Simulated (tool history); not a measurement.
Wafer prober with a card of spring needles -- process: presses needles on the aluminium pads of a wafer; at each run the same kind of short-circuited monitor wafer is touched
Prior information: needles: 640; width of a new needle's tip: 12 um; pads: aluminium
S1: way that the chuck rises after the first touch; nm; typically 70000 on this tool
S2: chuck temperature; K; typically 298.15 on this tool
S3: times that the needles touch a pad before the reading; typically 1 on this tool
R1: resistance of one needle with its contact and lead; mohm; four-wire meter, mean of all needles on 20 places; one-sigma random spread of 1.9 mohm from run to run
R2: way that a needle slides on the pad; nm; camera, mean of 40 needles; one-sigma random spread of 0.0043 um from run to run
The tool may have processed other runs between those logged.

{"run": 1, "hour": 0.0, "S1": 70000, "S2": 298.15, "S3": 1, "R1": 236, "R2": 11088}
{"hour": 13.7, "done": "tips cleaned on abrasive film"}
{"run": 2, "hour": 25.3, "S1": 70000, "S2": 298.15, "S3": 1, "R1": 251, "R2": 11088}
{"hour": 31.3, "done": "tips cleaned on abrasive film"}
{"run": 3, "hour": 39.9, "S1": 70000, "S2": 298.15, "S3": 3, "R1": 221, "R2": 11080}
{"hour": 43.4, "done": "height of the first contact set anew"}
{"hour": 49.1, "done": "tips cleaned on abrasive film"}
{"run": 4, "hour": 59.6, "S1": 70000, "S2": 367.15, "S3": 1, "R1": 262, "R2": 11124}
{"hour": 66.6, "done": "tips cleaned on abrasive film"}
{"run": 5, "hour": 81.4, "S1": 70000, "S2": 367.15, "S3": 1, "R1": 264, "R2": 11118}
{"hour": 83.3, "done": "tips cleaned on abrasive film"}
{"hour": 100.3, "done": "tips cleaned on abrasive film"}
{"run": 6, "hour": 104.8, "S1": 70000, "S2": 367.15, "S3": 1, "R1": 253, "R2": 11095}
{"hour": 117.3, "done": "tips cleaned on abrasive film"}
{"run": 7, "hour": 130.4, "S1": 70000, "S2": 367.15, "S3": 1, "R1": 266, "R2": 11089}
{"hour": 134.7, "done": "tips cleaned on abrasive film"}
{"hour": 150.4, "done": "tips cleaned on abrasive film, once more"}
{"run": 8, "hour": 155.4, "S1": 70000, "S2": 298.15, "S3": 1, "R1": 237, "R2": 11066}
{"hour": 167.6, "done": "tips cleaned on abrasive film"}
{"hour": 169.9, "done": "height of the first contact set anew"}
{"run": 9, "hour": 170.9, "S1": 70000, "S2": 298.15, "S3": 1, "R1": 230, "R2": 11127}
{"hour": 185.5, "done": "tips cleaned on abrasive film"}
{"run": 10, "hour": 196.0, "S1": 70000, "S2": 298.15, "S3": 1, "R1": 245, "R2": 11114}
{"hour": 203.3, "done": "tips cleaned on abrasive film"}
{"run": 11, "hour": 219.1, "S1": 70000, "S2": 298.15, "S3": 2, "R1": 234, "R2": 11111}
{"hour": 220.9, "done": "tips cleaned on abrasive film"}
{"hour": 238.5, "done": "tips cleaned on abrasive film"}
{"run": 12, "hour": 240.6, "S1": 70000, "S2": 298.15, "S3": 2, "R1": 215, "R2": 11098}
{"run": 13, "hour": 252.8, "S1": 70000, "S2": 298.15, "S3": 1, "R1": 248, "R2": 11091}
{"hour": 255.9, "done": "tips cleaned on abrasive film"}
{"hour": 273.1, "done": "tips cleaned on abrasive film"}
{"run": 14, "hour": 277.3, "S1": 70000, "S2": 298.15, "S3": 1, "R1": 232, "R2": 11078}
{"hour": 290.2, "done": "tips cleaned on abrasive film"}
{"run": 15, "hour": 294.7, "S1": 70000, "S2": 298.15, "S3": 1, "R1": 233, "R2": 11071}
{"hour": 296.6, "done": "height of the first contact set anew"}
{"hour": 307.8, "done": "tips cleaned on abrasive film"}
{"run": 16, "hour": 314.1, "S1": 70000, "S2": 298.15, "S3": 1, "R1": 237, "R2": 11119}
{"hour": 325.5, "done": "tips cleaned on abrasive film"}
{"run": 17, "hour": 325.5, "S1": 70000, "S2": 298.15, "S3": 2, "R1": 207, "R2": 11115}
{"run": 18, "hour": 337.4, "S1": 68000, "S2": 332.15, "S3": 2, "R1": 237, "R2": 10801}
{"hour": 341.9, "done": "tips cleaned on abrasive film"}
{"run": 19, "hour": 354.0, "S1": 68000, "S2": 332.15, "S3": 2, "R1": 241, "R2": 10784}
{"hour": 359.1, "done": "tips cleaned on abrasive film"}
{"hour": 376.8, "done": "tips cleaned on abrasive film"}
{"run": 20, "hour": 376.8, "S1": 89000, "S2": 314.15, "S3": 1, "R1": 211, "R2": 14104}
{"hour": 393.6, "done": "tips cleaned on abrasive film"}
{"run": 21, "hour": 397.2, "S1": 89000, "S2": 314.15, "S3": 1, "R1": 227, "R2": 14092}
{"hour": 410.7, "done": "tips cleaned on abrasive film"}
{"run": 22, "hour": 412.8, "S1": 89000, "S2": 330.15, "S3": 1, "R1": 227, "R2": 14079}
{"hour": 423.0, "done": "height of the first contact set anew"}
{"hour": 427.9, "done": "tips cleaned on abrasive film"}
{"run": 23, "hour": 431.9, "S1": 89000, "S2": 330.15, "S3": 1, "R1": 239, "R2": 14145}
{"hour": 445.4, "done": "tips cleaned on abrasive film"}
{"run": 24, "hour": 448.0, "S1": 53000, "S2": 305.15, "S3": 2, "R1": 221, "R2": 8409}
{"hour": 463.3, "done": "tips cleaned on abrasive film"}
{"run": 25, "hour": 467.6, "S1": 71000, "S2": 305.15, "S3": 2, "R1": 224, "R2": 11263}
{"hour": 481.0, "done": "tips cleaned on abrasive film"}
{"run": 26, "hour": 481.6, "S1": 70000, "S2": 298.15, "S3": 1, "R1": 216, "R2": 11094}
{"hour": 498.9, "done": "tips cleaned on abrasive film"}
{"run": 27, "hour": 506.3, "S1": 70000, "S2": 309.15, "S3": 2, "R1": 229, "R2": 11085}
{"hour": 516.1, "done": "tips cleaned on abrasive film"}
{"run": 28, "hour": 527.5, "S1": 71000, "S2": 391.15, "S3": 2, "R1": 245, "R2": 11239}

A few steps of R1 between consecutive runs. Split each: what settings, incoming material and random variation would produce without the hidden state, and what is left over for the hidden state, along with gauge scatter present in only one of the two compared results (measured, and without hidden state):
The tool's hidden condition here consists of: debris on the tips, nm; way that the needles fall short of the set height, um; tips' diameter, um; drift of the gauge itself on contact_mohm, %; drift of the gauge itself on scrub_um, %.
Run 2 -> 3: S3 1 -> 3, tips cleaned on abrasive film. R1 -30 mohm: hidden state -31, all else +1.
Run 3 -> 4: S2 298.15 -> 367.15, S3 3 -> 1, height of the first contact set anew, tips cleaned on abrasive film. R1 +41 mohm: hidden state +27, all else +14.
Run 12 -> 13: S3 2 -> 1. R1 +33 mohm: hidden state +31, all else +2.
Run 16 -> 17: S3 1 -> 2, tips cleaned on abrasive film. R1 -30 mohm: hidden state -34, all else +4.
